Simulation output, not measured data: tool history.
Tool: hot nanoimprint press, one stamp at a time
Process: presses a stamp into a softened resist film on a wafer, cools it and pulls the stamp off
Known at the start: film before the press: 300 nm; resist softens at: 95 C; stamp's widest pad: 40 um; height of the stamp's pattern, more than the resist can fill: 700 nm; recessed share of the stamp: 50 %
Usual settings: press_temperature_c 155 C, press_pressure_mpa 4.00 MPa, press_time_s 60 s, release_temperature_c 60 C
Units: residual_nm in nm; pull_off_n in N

run 1 hour=0.0 | press_temperature_c=155 press_pressure_mpa=4.00 press_time_s=60 release_temperature_c=60 | residual_nm=142.3 pull_off_n=243
run 2 hour=9.7 | press_temperature_c=155 press_pressure_mpa=4.00 press_time_s=60 release_temperature_c=60 | residual_nm=142.6 pull_off_n=239
-- hour=36.1 press's hydraulic seals changed and the load cell set to zero
run 3 hour=37.6 | press_temperature_c=155 press_pressure_mpa=4.00 press_time_s=60 release_temperature_c=60 | residual_nm=141.2 pull_off_n=243
run 4 hour=54.3 | press_temperature_c=155 press_pressure_mpa=4.00 press_time_s=60 release_temperature_c=60 | residual_nm=143.8 pull_off_n=231
run 5 hour=69.4 | press_temperature_c=155 press_pressure_mpa=4.00 press_time_s=60 release_temperature_c=60 | residual_nm=143.2 pull_off_n=237
-- hour=84.1 plate thermocouple calibrated
run 6 hour=86.0 | press_temperature_c=155 press_pressure_mpa=4.00 press_time_s=36 release_temperature_c=60 | residual_nm=172.6 pull_off_n=236
run 7 hour=95.2 | press_temperature_c=155 press_pressure_mpa=4.00 press_time_s=36 release_temperature_c=60 | residual_nm=172.8 pull_off_n=248
run 8 hour=110.2 | press_temperature_c=155 press_pressure_mpa=4.15 press_time_s=60 release_temperature_c=60 | residual_nm=143.2 pull_off_n=246
run 9 hour=127.5 | press_temperature_c=155 press_pressure_mpa=3.97 press_time_s=60 release_temperature_c=60 | residual_nm=145.0 pull_off_n=248
run 10 hour=136.6 | press_temperature_c=155 press_pressure_mpa=3.97 press_time_s=60 release_temperature_c=60 | residual_nm=144.5 pull_off_n=229
run 11 hour=155.7 | press_temperature_c=155 press_pressure_mpa=4.00 press_time_s=60 release_temperature_c=60 | residual_nm=143.3 pull_off_n=241
run 12 hour=164.7 | press_temperature_c=155 press_pressure_mpa=4.00 press_time_s=60 release_temperature_c=60 | residual_nm=145.5 pull_off_n=237
run 13 hour=181.0 | press_temperature_c=155 press_pressure_mpa=4.00 press_time_s=60 release_temperature_c=60 | residual_nm=145.2 pull_off_n=242
run 14 hour=195.6 | press_temperature_c=155 press_pressure_mpa=4.00 press_time_s=60 release_temperature_c=60 | residual_nm=143.9 pull_off_n=245
run 15 hour=205.9 | press_temperature_c=152 press_pressure_mpa=4.00 press_time_s=60 release_temperature_c=60 | residual_nm=160.9 pull_off_n=233
run 16 hour=215.3 | press_temperature_c=159 press_pressure_mpa=4.00 press_time_s=88 release_temperature_c=60 | residual_nm=107.4 pull_off_n=256
run 17 hour=232.0 | press_temperature_c=159 press_pressure_mpa=5.51 press_time_s=32 release_temperature_c=50 | residual_nm=143.1 pull_off_n=289
run 18 hour=249.0 | press_temperature_c=155 press_pressure_mpa=4.00 press_time_s=38 release_temperature_c=60 | residual_nm=171.4 pull_off_n=249
run 19 hour=260.4 | press_temperature_c=155 press_pressure_mpa=4.00 press_time_s=38 release_temperature_c=60 | residual_nm=171.0 pull_off_n=240
run 20 hour=271.1 | press_temperature_c=155 press_pressure_mpa=4.18 press_time_s=38 release_temperature_c=60 | residual_nm=168.4 pull_off_n=242
run 21 hour=284.7 | press_temperature_c=145 press_pressure_mpa=4.86 press_time_s=41 release_temperature_c=45 | residual_nm=215.6 pull_off_n=319
run 22 hour=300.0 | press_temperature_c=155 press_pressure_mpa=2.53 press_time_s=60 release_temperature_c=60 | residual_nm=172.4 pull_off_n=242
-- hour=309.5 stamp cleaned and given a new release coat
run 23 hour=322.4 | press_temperature_c=155 press_pressure_mpa=2.53 press_time_s=113 release_temperature_c=63 | residual_nm=136.2 pull_off_n=222
run 24 hour=340.1 | press_temperature_c=155 press_pressure_mpa=2.53 press_time_s=113 release_temperature_c=63 | residual_nm=137.2 pull_off_n=218
run 25 hour=352.3 | press_temperature_c=160 press_pressure_mpa=4.00 press_time_s=60 release_temperature_c=47 | residual_nm=122.0 pull_off_n=306
run 26 hour=362.7 | press_temperature_c=147 press_pressure_mpa=3.19 press_time_s=114 release_temperature_c=47 | residual_nm=168.8 pull_off_n=300
run 27 hour=382.4 | press_temperature_c=147 press_pressure_mpa=3.19 press_time_s=114 release_temperature_c=47 | residual_nm=168.7 pull_off_n=295
run 28 hour=397.8 | press_temperature_c=147 press_pressure_mpa=4.75 press_time_s=114 release_temperature_c=51 | residual_nm=144.7 pull_off_n=279
-- hour=400.7 gauge calibrated
run 29 hour=410.2 | press_temperature_c=164 press_pressure_mpa=4.00 press_time_s=60 release_temperature_c=60 | residual_nm=104.6 pull_off_n=232

4 ways to go on from here, each from the tool as it stands after run 29. What would each give?
run A hour=426.7 | press_temperature_c=155 press_pressure_mpa=4.00 press_time_s=34 release_temperature_c=60 | residual_nm=? pull_off_n=?
run B hour=426.7 | press_temperature_c=153 press_pressure_mpa=4.00 press_time_s=60 release_temperature_c=50 | residual_nm=? pull_off_n=?
run C hour=426.7 | press_temperature_c=164 press_pressure_mpa=4.28 press_time_s=81 release_temperature_c=51 | residual_nm=? pull_off_n=?
run D hour=426.7 | press_temperature_c=164 press_pressure_mpa=2.69 press_time_s=64 release_temperature_c=63 | residual_nm=? pull_off_n=?

run=A residual_nm=175.9 pull_off_n=234
run=B residual_nm=154.1 pull_off_n=279
run=C residual_nm=88.8 pull_off_n=275
run=D residual_nm=120.5 pull_off_n=225
Without the tool's hidden state the same runs would have given:
run=A residual_nm=175.7 pull_off_n=233
run=B residual_nm=153.9 pull_off_n=279
run=C residual_nm=88.7 pull_off_n=275
run=D residual_nm=120.3 pull_off_n=224
